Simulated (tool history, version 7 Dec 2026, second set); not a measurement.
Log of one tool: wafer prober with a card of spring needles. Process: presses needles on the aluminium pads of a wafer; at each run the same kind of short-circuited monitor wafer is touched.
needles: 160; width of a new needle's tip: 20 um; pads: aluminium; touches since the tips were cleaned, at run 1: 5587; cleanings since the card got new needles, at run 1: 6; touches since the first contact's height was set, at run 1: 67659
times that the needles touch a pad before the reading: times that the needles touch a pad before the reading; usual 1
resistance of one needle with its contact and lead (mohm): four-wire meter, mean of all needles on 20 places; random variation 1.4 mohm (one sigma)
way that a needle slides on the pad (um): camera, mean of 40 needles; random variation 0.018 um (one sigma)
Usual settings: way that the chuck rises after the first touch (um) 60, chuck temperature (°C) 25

run	day	way that the chuck rises after the first touch (um)	chuck temperature (°C)	times that the needles touch a pad before the reading	touches since the tips were cleaned	cleanings since the card got new needles	touches since the first contact's height was set	resistance of one needle with its contact and lead (mohm)	way that a needle slides on the pad (um)
1	0	60	25	1	5587	6	67659	233	13.07
# day 0.846: tips cleaned on abrasive film
2	0.912	60	25	1	265	7	71266	149	13.04
3	1.954	64	25	1	4390	7	75391	214	13.92
# day 3.1: tips cleaned on abrasive film
4	3.1	64	25	1	0	8	79921	133	13.89
5	4.258	60	25	1	4602	8	84523	224	13.01
6	5.179	60	25	1	8256	8	88177	250	13.05
# day 5.354: tips cleaned on abrasive film
7	5.888	60	25	1	2113	9	90973	188	12.97
8	6.392	60	25	2	4117	9	92977	187	13.01
9	7.375	60	25	2	8013	9	96873	200	13.01
# day 7.683: tips cleaned on abrasive film
10	8.05	60	25	1	1465	10	99542	187	12.96
11	8.662	60	25	1	3880	10	101957	221	12.98
# day 8.746: height of the first contact set anew
12	9.846	44	25	1	8528	10	4359	345	9.7
# day 9.988: tips cleaned on abrasive film
13	10.971	60	25	1	3912	11	8819	216	13.17
14	11.562	53	25	1	6259	11	11166	268	11.61
# day 12.288: tips cleaned on abrasive film
15	12.596	60	31	1	1227	12	15250	174	13.16
16	13.088	60	25	2	3170	12	17193	176	13.18
17	13.921	60	25	2	6486	12	20509	194	13.16
# day 14.604: tips cleaned on abrasive film
18	15.092	43	48	1	1941	13	25139	255	9.39
19	15.692	41	95	1	4315	13	27513	327	8.97
20	16.2	41	95	1	6336	13	29534	359	8.93
# day 16.904: tips cleaned on abrasive film
21	17.125	41	95	1	882	14	33187	218	8.93
22	17.642	53	51	2	2927	14	35232	189	11.57
23	18.667	52	47	1	6991	14	39296	281	11.36
# day 19.188: tips cleaned on abrasive film
24	19.246	76	25	2	225	15	41576	131	16.63
25	20.146	54	69	1	3802	15	45153	247	11.78
26	20.975	54	69	1	7098	15	48449	272	11.77
# day 21.496: tips cleaned on abrasive film
27	22.008	80	25	1	2035	16	52525	163	17.41
28	22.542	80	31	1	4157	16	54647	177	17.46
29	23.392	80	31	1	7522	16	58012	198	17.48
# day 23.779: tips cleaned on abrasive film
30	24.529	80	31	1	2983	17	62518	170	17.42
31	25.633	48	31	2	7354	17	66889	245	10.42
# day 26.071: tips cleaned on abrasive film
32	26.671	48	59	2	2388	18	70994	203	10.4
33	27.796	48	59	2	6856	18	75462	245	10.36
# day 28.396: tips cleaned on abrasive film
34	28.754	48	94	2	1412	19	79240	187	10.38

Forecast each of these 5 alternatives for the next run:
A	29.329	61	28	1	3699	19	81527	?	?
B	29.329	58	26	2	3699	19	81527	?	?
C	29.329	60	25	3	3699	19	81527	?	?
D	29.329	63	25	2	3699	19	81527	?	?
E	29.329	48	60	3	3699	19	81527	?	?

run	resistance of one needle with its contact and lead (mohm)	way that a needle slides on the pad (um)
A	218	13.25
B	189	12.57
C	159	13.02
D	179	13.67
E	187	10.37
Without the tool's hidden state the same runs would have given:
run	resistance of one needle with its contact and lead (mohm)	way that a needle slides on the pad (um)
A	127	13.43
B	129	12.76
C	125	13.2
D	128	13.86
E	137	10.55
